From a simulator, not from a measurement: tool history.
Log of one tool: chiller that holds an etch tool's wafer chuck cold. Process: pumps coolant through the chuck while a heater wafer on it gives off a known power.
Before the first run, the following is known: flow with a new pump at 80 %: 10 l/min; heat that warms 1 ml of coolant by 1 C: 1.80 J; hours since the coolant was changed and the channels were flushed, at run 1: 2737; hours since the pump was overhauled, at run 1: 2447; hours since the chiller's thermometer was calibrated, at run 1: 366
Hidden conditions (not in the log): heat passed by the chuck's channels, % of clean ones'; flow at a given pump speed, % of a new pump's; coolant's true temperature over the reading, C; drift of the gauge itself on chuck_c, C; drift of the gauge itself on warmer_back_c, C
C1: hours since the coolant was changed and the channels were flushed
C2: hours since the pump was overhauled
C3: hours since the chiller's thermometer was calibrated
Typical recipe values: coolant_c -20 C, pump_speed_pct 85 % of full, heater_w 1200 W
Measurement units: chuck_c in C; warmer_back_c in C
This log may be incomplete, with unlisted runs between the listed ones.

{"run": 1, "day": 0.0, "coolant_c": -20, "pump_speed_pct": 85, "heater_w": 1200, "C1": 2737, "C2": 2447, "C3": 366, "chuck_c": -4.9, "warmer_back_c": 3.81}
{"run": 2, "day": 8.571, "coolant_c": -19, "pump_speed_pct": 85, "heater_w": 1200, "C1": 2942, "C2": 2653, "C3": 572, "chuck_c": -3.8, "warmer_back_c": 3.86}
{"run": 3, "day": 14.938, "coolant_c": -20, "pump_speed_pct": 85, "heater_w": 1200, "C1": 3095, "C2": 2805, "C3": 725, "chuck_c": -4.8, "warmer_back_c": 3.83}
{"run": 4, "day": 23.554, "coolant_c": -20, "pump_speed_pct": 85, "heater_w": 797, "C1": 3302, "C2": 3012, "C3": 931, "chuck_c": -9.7, "warmer_back_c": 2.53}
{"run": 5, "day": 29.162, "coolant_c": -20, "pump_speed_pct": 85, "heater_w": 1200, "C1": 3437, "C2": 3147, "C3": 1066, "chuck_c": -4.6, "warmer_back_c": 3.83}
{"run": 6, "day": 33.588, "coolant_c": -20, "pump_speed_pct": 85, "heater_w": 1200, "C1": 3543, "C2": 3253, "C3": 1172, "chuck_c": -4.4, "warmer_back_c": 3.82}
{"run": 7, "day": 38.204, "coolant_c": -20, "pump_speed_pct": 85, "heater_w": 1200, "C1": 3654, "C2": 3364, "C3": 1283, "chuck_c": -4.5, "warmer_back_c": 3.82}
{"run": 8, "day": 43.583, "coolant_c": -28, "pump_speed_pct": 85, "heater_w": 1200, "C1": 3783, "C2": 3493, "C3": 1412, "chuck_c": -12.4, "warmer_back_c": 3.88}
{"run": 9, "day": 50.279, "coolant_c": -28, "pump_speed_pct": 85, "heater_w": 1200, "C1": 3943, "C2": 3654, "C3": 1573, "chuck_c": -12.3, "warmer_back_c": 3.83}
{"run": 10, "day": 59.312, "coolant_c": -28, "pump_speed_pct": 85, "heater_w": 1200, "C1": 4160, "C2": 3870, "C3": 1790, "chuck_c": -12.2, "warmer_back_c": 3.85}
{"run": 11, "day": 67.567, "coolant_c": -20, "pump_speed_pct": 64, "heater_w": 1540, "C1": 4358, "C2": 4068, "C3": 1988, "chuck_c": 4.6, "warmer_back_c": 6.84}
{"run": 12, "day": 71.883, "coolant_c": -26, "pump_speed_pct": 99, "heater_w": 1540, "C1": 4462, "C2": 4172, "C3": 2091, "chuck_c": -7.4, "warmer_back_c": 4.24}
{"day": 73.121, "done": "coolant changed, channels flushed"}
{"run": 13, "day": 76.888, "coolant_c": -26, "pump_speed_pct": 99, "heater_w": 1540, "C1": 90, "C2": 4286, "C3": 2205, "chuck_c": -9.1, "warmer_back_c": 4.22}
{"run": 14, "day": 83.112, "coolant_c": -11, "pump_speed_pct": 73, "heater_w": 1672, "C1": 240, "C2": 4436, "C3": 2355, "chuck_c": 11.9, "warmer_back_c": 6.36}
{"run": 15, "day": 90.092, "coolant_c": -11, "pump_speed_pct": 73, "heater_w": 1672, "C1": 407, "C2": 4603, "C3": 2522, "chuck_c": 11.7, "warmer_back_c": 6.41}
{"run": 16, "day": 98.167, "coolant_c": -11, "pump_speed_pct": 73, "heater_w": 958, "C1": 601, "C2": 4797, "C3": 2716, "chuck_c": 2.3, "warmer_back_c": 3.69}
{"day": 101.958, "done": "chiller's thermometer calibrated"}
{"run": 17, "day": 105.538, "coolant_c": -15, "pump_speed_pct": 85, "heater_w": 784, "C1": 777, "C2": 4973, "C3": 86, "chuck_c": -5.4, "warmer_back_c": 2.55}
{"run": 18, "day": 112.629, "coolant_c": -15, "pump_speed_pct": 85, "heater_w": 784, "C1": 947, "C2": 5143, "C3": 256, "chuck_c": -5.2, "warmer_back_c": 2.55}
{"run": 19, "day": 120.738, "coolant_c": -25, "pump_speed_pct": 61, "heater_w": 723, "C1": 1142, "C2": 5338, "C3": 451, "chuck_c": -13.7, "warmer_back_c": 3.44}

Branching from run 19: 5 alternative next runs. What would each branch give?
{"run": "A", "day": 129.375, "coolant_c": -20, "pump_speed_pct": 63, "heater_w": 840, "C1": 1349, "C2": 5545, "C3": 658, "chuck_c": "?", "warmer_back_c": "?"}
{"run": "B", "day": 129.375, "coolant_c": -12, "pump_speed_pct": 94, "heater_w": 1313, "C1": 1349, "C2": 5545, "C3": 658, "chuck_c": "?", "warmer_back_c": "?"}
{"run": "C", "day": 129.375, "coolant_c": -13, "pump_speed_pct": 97, "heater_w": 1506, "C1": 1349, "C2": 5545, "C3": 658, "chuck_c": "?", "warmer_back_c": "?"}
{"run": "D", "day": 129.375, "coolant_c": -20, "pump_speed_pct": 85, "heater_w": 810, "C1": 1349, "C2": 5545, "C3": 658, "chuck_c": "?", "warmer_back_c": "?"}
{"run": "E", "day": 129.375, "coolant_c": -11, "pump_speed_pct": 70, "heater_w": 839, "C1": 1349, "C2": 5545, "C3": 658, "chuck_c": "?", "warmer_back_c": "?"}

run=A chuck_c=-7.1 warmer_back_c=3.87
run=B chuck_c=3.4 warmer_back_c=3.84
run=C chuck_c=4.3 warmer_back_c=4.29
run=D chuck_c=-9.8 warmer_back_c=2.64
run=E chuck_c=1.0 warmer_back_c=3.40
Without the tool's unlogged condition, the same runs would have read:
run=A chuck_c=-8.0 warmer_back_c=3.67
run=B chuck_c=2.3 warmer_back_c=3.64
run=C chuck_c=3.1 warmer_back_c=4.07
run=D chuck_c=-10.5 warmer_back_c=2.51
run=E chuck_c=0.2 warmer_back_c=3.22

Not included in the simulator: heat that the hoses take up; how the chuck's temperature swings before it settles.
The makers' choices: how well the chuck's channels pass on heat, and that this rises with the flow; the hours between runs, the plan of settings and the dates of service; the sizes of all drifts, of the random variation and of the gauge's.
